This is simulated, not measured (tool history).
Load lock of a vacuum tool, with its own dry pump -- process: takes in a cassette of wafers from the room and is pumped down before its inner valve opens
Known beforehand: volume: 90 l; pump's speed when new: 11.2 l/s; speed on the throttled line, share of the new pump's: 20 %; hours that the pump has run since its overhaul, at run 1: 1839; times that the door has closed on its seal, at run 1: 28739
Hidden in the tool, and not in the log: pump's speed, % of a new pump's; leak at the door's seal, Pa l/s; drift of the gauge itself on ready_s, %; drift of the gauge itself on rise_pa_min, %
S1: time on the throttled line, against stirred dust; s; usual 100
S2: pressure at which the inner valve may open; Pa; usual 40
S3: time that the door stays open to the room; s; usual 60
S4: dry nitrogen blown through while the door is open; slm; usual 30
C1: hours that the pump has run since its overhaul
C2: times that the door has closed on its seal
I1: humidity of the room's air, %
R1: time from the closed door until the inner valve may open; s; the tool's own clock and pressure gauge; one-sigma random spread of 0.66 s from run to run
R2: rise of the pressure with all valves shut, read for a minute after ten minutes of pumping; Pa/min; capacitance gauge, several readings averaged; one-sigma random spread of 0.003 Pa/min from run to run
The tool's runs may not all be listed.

{"run": 1, "hour": 0.0, "S1": 100, "S2": 40, "S3": 60, "S4": 30, "C1": 1839, "C2": 28739, "I1": 42.9, "R1": 144.8, "R2": 0.106}
{"run": 2, "hour": 319.5, "S1": 100, "S2": 40, "S3": 165, "S4": 30, "C1": 2158, "C2": 30166, "I1": 43.1, "R1": 144.3, "R2": 0.131}
{"run": 3, "hour": 695.6, "S1": 100, "S2": 40, "S3": 60, "S4": 30, "C1": 2534, "C2": 31845, "I1": 47.8, "R1": 145.6, "R2": 0.119}
{"run": 4, "hour": 985.5, "S1": 100, "S2": 40, "S3": 60, "S4": 9, "C1": 2824, "C2": 33140, "I1": 44.8, "R1": 145.5, "R2": 0.132}
{"run": 5, "hour": 1381.9, "S1": 100, "S2": 40, "S3": 60, "S4": 9, "C1": 3221, "C2": 34910, "I1": 41.7, "R1": 146.5, "R2": 0.139}
{"run": 6, "hour": 1794.2, "S1": 100, "S2": 40, "S3": 60, "S4": 9, "C1": 3633, "C2": 36752, "I1": 44.8, "R1": 147.3, "R2": 0.156}
{"run": 7, "hour": 2084.9, "S1": 100, "S2": 40, "S3": 60, "S4": 9, "C1": 3924, "C2": 38050, "I1": 43.1, "R1": 146.8, "R2": 0.164}
{"run": 8, "hour": 2365.3, "S1": 100, "S2": 53, "S3": 60, "S4": 30, "C1": 4204, "C2": 39302, "I1": 43.2, "R1": 144.3, "R2": 0.161}
{"run": 9, "hour": 2821.9, "S1": 100, "S2": 40, "S3": 60, "S4": 30, "C1": 4661, "C2": 41341, "I1": 42.4, "R1": 148.2, "R2": 0.17}
{"run": 10, "hour": 3231.0, "S1": 100, "S2": 40, "S3": 60, "S4": 30, "C1": 5070, "C2": 43168, "I1": 49.3, "R1": 149.0, "R2": 0.18}
{"run": 11, "hour": 3547.9, "S1": 100, "S2": 40, "S3": 60, "S4": 30, "C1": 5387, "C2": 44583, "I1": 45.2, "R1": 150.4, "R2": 0.195}

Predict the results of run 12:
{"run": 12, "hour": 3873.9, "S1": 100, "S2": 40, "S3": 60, "S4": 30, "C1": 5713, "C2": 46039, "I1": 47.4, "R1": "?", "R2": "?"}

Run 12 gave R1 150.0 s, R2 0.201 Pa/min.
Minus the tool's unlogged condition, the same run would have read R1 144.0 s, R2 0.016 Pa/min.

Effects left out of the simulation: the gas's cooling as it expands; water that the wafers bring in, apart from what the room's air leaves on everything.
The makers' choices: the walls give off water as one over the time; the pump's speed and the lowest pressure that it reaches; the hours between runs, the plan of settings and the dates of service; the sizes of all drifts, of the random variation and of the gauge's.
